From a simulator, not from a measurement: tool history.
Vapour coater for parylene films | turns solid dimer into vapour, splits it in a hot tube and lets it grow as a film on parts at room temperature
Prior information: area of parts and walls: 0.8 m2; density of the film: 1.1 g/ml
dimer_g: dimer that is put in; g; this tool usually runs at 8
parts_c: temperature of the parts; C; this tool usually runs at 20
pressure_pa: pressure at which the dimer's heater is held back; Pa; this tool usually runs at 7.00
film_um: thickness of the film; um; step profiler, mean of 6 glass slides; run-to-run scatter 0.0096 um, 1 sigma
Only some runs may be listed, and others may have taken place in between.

run     day  dimer_g  parts_c  pressure_pa  film_um
  1   0.000        8       20         7.00    4.804
      0.704  -- trap's valve overhauled
  2   0.883        8       20         7.00    4.812
  3   2.300        8       20         7.00    4.811
  4   3.000        8       20         7.00    4.800
  5   4.096        8       20         7.00    4.796
  6   5.088        8       20         3.70    5.220
  7   6.038        8       20         3.66    5.211
  8   7.017        7       14         2.77    5.527
  9   7.971        7       14         2.77    5.516
 10   9.171        5       20         3.49    3.279
 11  10.175        5       20         3.49    3.270
 12  10.938        5       20         3.49    3.265
 13  11.883        5       20         3.49    3.258
 14  12.912        5       20         3.49    3.247

The logged runs with the hidden state left out (each run's random variation unchanged):
Hidden conditions of the tool in this case: vapour lost through the trap's worn valve, %; true temperature of the parts over the reading, C; drift of the gauge itself on film_um, %.
run  film_um
  1    4.810
  2    4.815
  3    4.819
  4    4.811
  5    4.811
  6    5.240
  7    5.235
  8    5.557
  9    5.550
 10    3.302
 11    3.296
 12    3.294
 13    3.288
 14    3.280
